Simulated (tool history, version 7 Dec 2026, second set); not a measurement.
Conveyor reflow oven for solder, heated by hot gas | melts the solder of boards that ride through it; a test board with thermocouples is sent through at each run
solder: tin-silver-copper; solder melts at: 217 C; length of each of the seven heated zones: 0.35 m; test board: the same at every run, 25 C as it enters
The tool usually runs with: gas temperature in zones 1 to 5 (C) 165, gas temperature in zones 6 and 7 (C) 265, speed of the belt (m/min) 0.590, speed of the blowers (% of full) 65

run    hour  gas temperature in zones 1 to 5 (C)  gas temperature in zones 6 and 7 (C)  speed of the belt (m/min)  speed of the blowers (% of full)  highest temperature of the board (C)  time above the solder's melting point (s)
  1     0.0                                  165                                   265                      0.590                                65                                 249.4                                      50.21
  2    33.1                                  165                                   265                      0.590                                65                                 249.1                                      50.15
  3    84.7                                  165                                   265                      0.590                                65                                 249.3                                      50.18
  4   114.7                                  175                                   265                      0.590                                65                                 250.8                                      54.65
  5   145.9                                  175                                   265                      0.590                                65                                 250.6                                      54.67
  6   202.2                                  175                                   265                      0.590                                65                                 250.5                                      54.55
  7   245.1                                  173                                   265                      0.590                                65                                 250.1                                      53.52
  8   290.1                                  173                                   265                      0.590                                65                                 250.3                                      53.43
      326.0  -- belt drive overhauled, speed set with a stopwatch
  9   345.1                                  165                                   265                      0.637                                65                                 246.3                                      44.27
 10   370.5                                  165                                   265                      0.590                                87                                 253.2                                      54.64
 11   421.4                                  165                                   265                      0.590                                87                                 252.9                                      54.57
 12   458.7                                  165                                   265                      0.590                                87                                 252.7                                      54.38
      507.4  -- belt drive overhauled, speed set with a stopwatch, once more
 13   518.4                                  165                                   265                      0.590                                87                                 251.4                                      51.04
 14   561.0                                  165                                   265                      0.590                                87                                 251.4                                      51.11
 15   588.8                                  165                                   265                      0.590                                87                                 251.3                                      51.08
 16   645.4                                  178                                   258                      0.623                                55                                 239.6                                      40.75
 17   672.6                                  178                                   258                      0.623                                55                                 239.6                                      40.75
 18   714.4                                  178                                   263                      0.475                                55                                 251.4                                      68.76
      719.8  -- thermocouples of zones 6 and 7 changed
 19   769.7                                  176                                   262                      0.475                                55                                 251.5                                      68.00
      790.2  -- flux residue cleaned out of gas plates and filters
 20   826.7                                  165                                   265                      0.590                                55                                 246.7                                      46.08
 21   876.5                                  165                                   265                      0.590                                55                                 246.8                                      46.06
 22   923.9                                  165                                   265                      0.590                                55                                 246.8                                      45.98
 23   971.0                                  165                                   257                      0.513                                84                                 249.1                                      58.93
 24  1025.5                                  165                                   257                      0.513                                84                                 248.8                                      59.07
 25  1060.8                                  152                                   265                      0.487                                65                                 253.2                                      60.05
 26  1109.0                                  152                                   265                      0.514                                78                                 253.8                                      58.09
 27  1147.3                                  152                                   265                      0.514                                78                                 253.7                                      57.99
 28  1184.1                                  152                                   265                      0.514                                78                                 253.8                                      57.90
 29  1238.4                                  151                                   265                      0.582                                65                                 247.0                                      43.59

Predict each of these 3 candidate next runs independently; none follows another, all start after run 29:
  A  1290.7                                  170                                   262                      0.590                                68                                     ?                                          ?
  B  1290.7                                  171                                   265                      0.476                                65                                     ?                                          ?
  C  1290.7                                  151                                   253                      0.582                                65                                     ?                                          ?

run  highest temperature of the board (C)  time above the solder's melting point (s)
  A                                 247.7                                      49.38
  B                                 255.6                                      70.03
  C                                 236.0                                      33.99
Take away the tool's hidden state, keep each run's random variation, and the runs would have read:
run  highest temperature of the board (C)  time above the solder's melting point (s)
  A                                 248.2                                      49.55
  B                                 255.9                                      69.89
  C                                 236.5                                      34.54
